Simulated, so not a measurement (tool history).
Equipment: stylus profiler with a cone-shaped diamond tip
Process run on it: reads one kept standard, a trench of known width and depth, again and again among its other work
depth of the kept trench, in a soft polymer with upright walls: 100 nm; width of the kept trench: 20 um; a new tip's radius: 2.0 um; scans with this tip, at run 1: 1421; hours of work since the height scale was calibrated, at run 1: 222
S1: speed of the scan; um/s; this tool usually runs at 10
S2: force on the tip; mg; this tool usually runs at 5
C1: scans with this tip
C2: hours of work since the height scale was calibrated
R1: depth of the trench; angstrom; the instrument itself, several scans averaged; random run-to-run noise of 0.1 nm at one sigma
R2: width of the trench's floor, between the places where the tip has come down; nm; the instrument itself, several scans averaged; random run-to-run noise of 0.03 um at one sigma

run,hour,S1,S2,C1,C2,R1,R2
1,0,10,5,1421,222,1022.9,18690
2,19,10,5,1513,236,1024.4,18650
3,50.6,10,5,1666,260,1021.7,18660
4,81.1,10,5,1814,284,1023.1,18650
5,107.1,7,5,1940,303,1022.6,18740
6,129.8,7,5,2051,320,1024,18680
7,158.9,7,5,2191,342,1021.1,18670
8,176,7,5,2274,355,1021.6,18630
9,191.2,10,5,2348,367,1022.5,18640
10,215.2,10,5,2464,385,1022.6,18630
11,247.5,5,6.83,2621,410,1028.3,18670
12,271.5,4,5.54,2737,428,1023.3,18630
13,302,39,3.53,2885,451,1015,18530
14,331.9,39,3.53,3030,474,1016.1,18540
15,363.5,39,3.53,3183,498,1016.4,18580
16,382.3,39,3.53,3275,512,1016.7,18560
17,397.8,7,4.53,3350,524,1020,18580
18,426.6,11,2.52,3489,545,1013.8,18540
19,453.2,10,4.52,3618,566,1018,18570

Here are 3 independent what-if runs from the current tool condition. What would each one return?
A,480.4,4,7.37,3750,586,?,?
B,480.4,18,3.06,3750,586,?,?
C,480.4,17,12.63,3750,586,?,?

run,R1,R2
A,1026.4,18600
B,1015.2,18550
C,1040,18560
What these runs would have given with no unlogged condition in the tool:
run,R1,R2
A,1028.7,18730
B,1017.5,18690
C,1042.4,18700
